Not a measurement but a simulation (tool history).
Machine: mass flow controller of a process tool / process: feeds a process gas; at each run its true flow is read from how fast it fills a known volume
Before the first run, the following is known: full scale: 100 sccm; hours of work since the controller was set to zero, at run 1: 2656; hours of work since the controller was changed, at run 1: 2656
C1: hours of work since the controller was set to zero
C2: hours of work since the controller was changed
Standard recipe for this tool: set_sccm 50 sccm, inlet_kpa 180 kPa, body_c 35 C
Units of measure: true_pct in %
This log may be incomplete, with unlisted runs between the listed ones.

run 1 hour=0.0 | set_sccm=50 inlet_kpa=180 body_c=35 | C1=2656 C2=2656 | true_pct=97.78
run 2 hour=178.5 | set_sccm=50 inlet_kpa=180 body_c=35 | C1=2730 C2=2730 | true_pct=97.83
run 3 hour=377.9 | set_sccm=50 inlet_kpa=180 body_c=35 | C1=2814 C2=2814 | true_pct=97.89
run 4 hour=538.9 | set_sccm=50 inlet_kpa=180 body_c=35 | C1=2881 C2=2881 | true_pct=98.09
run 5 hour=657.8 | set_sccm=50 inlet_kpa=180 body_c=31 | C1=2931 C2=2931 | true_pct=98.43
run 6 hour=839.5 | set_sccm=50 inlet_kpa=180 body_c=31 | C1=3007 C2=3007 | true_pct=98.41
run 7 hour=948.5 | set_sccm=50 inlet_kpa=180 body_c=31 | C1=3052 C2=3052 | true_pct=98.40
run 8 hour=1175.2 | set_sccm=50 inlet_kpa=180 body_c=31 | C1=3147 C2=3147 | true_pct=98.64
run 9 hour=1278.9 | set_sccm=50 inlet_kpa=180 body_c=31 | C1=3190 C2=3190 | true_pct=98.53
run 10 hour=1437.2 | set_sccm=50 inlet_kpa=180 body_c=31 | C1=3257 C2=3257 | true_pct=98.80
run 11 hour=1686.0 | set_sccm=18 inlet_kpa=275 body_c=22 | C1=3361 C2=3361 | true_pct=99.60
run 12 hour=1899.5 | set_sccm=14 inlet_kpa=161 body_c=35 | C1=3450 C2=3450 | true_pct=97.48
run 13 hour=2068.4 | set_sccm=50 inlet_kpa=180 body_c=23 | C1=3520 C2=3520 | true_pct=99.67
run 14 hour=2317.9 | set_sccm=50 inlet_kpa=180 body_c=23 | C1=3625 C2=3625 | true_pct=99.76
run 15 hour=2547.9 | set_sccm=50 inlet_kpa=180 body_c=23 | C1=3721 C2=3721 | true_pct=99.91
run 16 hour=2776.7 | set_sccm=91 inlet_kpa=231 body_c=25 | C1=3816 C2=3816 | true_pct=101.13
run 17 hour=3023.4 | set_sccm=91 inlet_kpa=231 body_c=25 | C1=3920 C2=3920 | true_pct=101.07

Estimate the outcome of run 18 from the log above:
run 18 hour=3232.7 | set_sccm=17 inlet_kpa=231 body_c=25 | C1=4007 C2=4007 | true_pct=?

true_pct: 99.47 %
With no hidden state in the tool, this same run would have given true_pct 98.32 %.
